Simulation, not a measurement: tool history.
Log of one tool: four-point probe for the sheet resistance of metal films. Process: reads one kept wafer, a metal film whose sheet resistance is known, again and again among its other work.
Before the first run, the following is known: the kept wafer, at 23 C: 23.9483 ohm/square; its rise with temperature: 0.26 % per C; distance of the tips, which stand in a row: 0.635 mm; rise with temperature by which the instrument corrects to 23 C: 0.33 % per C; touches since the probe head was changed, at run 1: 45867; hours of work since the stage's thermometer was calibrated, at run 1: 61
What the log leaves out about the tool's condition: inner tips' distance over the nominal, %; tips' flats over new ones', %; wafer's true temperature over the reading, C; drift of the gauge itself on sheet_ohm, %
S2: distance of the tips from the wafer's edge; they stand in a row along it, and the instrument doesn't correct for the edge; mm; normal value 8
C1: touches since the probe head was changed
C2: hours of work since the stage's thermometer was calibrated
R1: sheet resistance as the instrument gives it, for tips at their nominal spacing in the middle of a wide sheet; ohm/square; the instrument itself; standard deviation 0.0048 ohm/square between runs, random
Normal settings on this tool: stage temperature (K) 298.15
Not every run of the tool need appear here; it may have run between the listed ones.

run 1 hour=0.0 | stage_temperature_(K)=298.15 S2=8 | C1=45867 C2=61 | R1=24.022996
run 2 hour=76.4 | stage_temperature_(K)=298.15 S2=8 | C1=47921 C2=113 | R1=24.041047
run 3 hour=157.7 | stage_temperature_(K)=298.15 S2=13 | C1=50105 C2=168 | R1=23.981287
run 4 hour=212.7 | stage_temperature_(K)=303.15 S2=8 | C1=51583 C2=205 | R1=23.956910
run 5 hour=281.3 | stage_temperature_(K)=298.15 S2=23 | C1=53426 C2=251 | R1=23.966403
run 6 hour=354.4 | stage_temperature_(K)=298.15 S2=12 | C1=55392 C2=301 | R1=23.999182
run 7 hour=444.5 | stage_temperature_(K)=298.15 S2=12 | C1=57813 C2=361 | R1=24.004631
run 8 hour=555.2 | stage_temperature_(K)=298.15 S2=8 | C1=60788 C2=436 | R1=24.058016
run 9 hour=638.4 | stage_temperature_(K)=302.15 S2=8 | C1=63023 C2=492 | R1=23.991887
run 10 hour=707.9 | stage_temperature_(K)=302.15 S2=5 | C1=64893 C2=539 | R1=24.124879
run 11 hour=771.9 | stage_temperature_(K)=305.15 S2=8 | C1=66612 C2=583 | R1=23.956584
run 12 hour=824.1 | stage_temperature_(K)=305.15 S2=8 | C1=68015 C2=618 | R1=23.948714
run 13 hour=887.5 | stage_temperature_(K)=305.15 S2=8 | C1=69720 C2=661 | R1=23.961376
run 14 hour=952.1 | stage_temperature_(K)=298.15 S2=8 | C1=71456 C2=704 | R1=24.072113
run 15 hour=1018.0 | stage_temperature_(K)=298.15 S2=9 | C1=73228 C2=749 | R1=24.054849
run 16 hour=1127.6 | stage_temperature_(K)=298.15 S2=9 | C1=76173 C2=823 | R1=24.057967
run 17 hour=1181.7 | stage_temperature_(K)=298.15 S2=8 | C1=77626 C2=860 | R1=24.084999
run 18 hour=1243.8 | stage_temperature_(K)=295.15 S2=8 | C1=79295 C2=901 | R1=24.147741
run 19 hour=1320.6 | stage_temperature_(K)=303.15 S2=8 | C1=81359 C2=953 | R1=24.006617
run 20 hour=1404.4 | stage_temperature_(K)=303.15 S2=74 | C1=83613 C2=1010 | R1=23.929696
run 21 hour=1480.2 | stage_temperature_(K)=292.15 S2=24 | C1=85649 C2=1061 | R1=24.132202
run 22 hour=1562.1 | stage_temperature_(K)=293.15 S2=8 | C1=87850 C2=1117 | R1=24.191761
run 23 hour=1644.5 | stage_temperature_(K)=293.15 S2=8 | C1=90063 C2=1172 | R1=24.191669

Expected results for the next run?
run 24 hour=1746.0 | stage_temperature_(K)=293.15 S2=8 | C1=92792 C2=1241 | R1=?

Run 24 produced R1 24.197959 ohm/square.
Were there no unlogged condition in the tool, this run, its random variation unchanged, would have produced R1 24.083346 ohm/square.
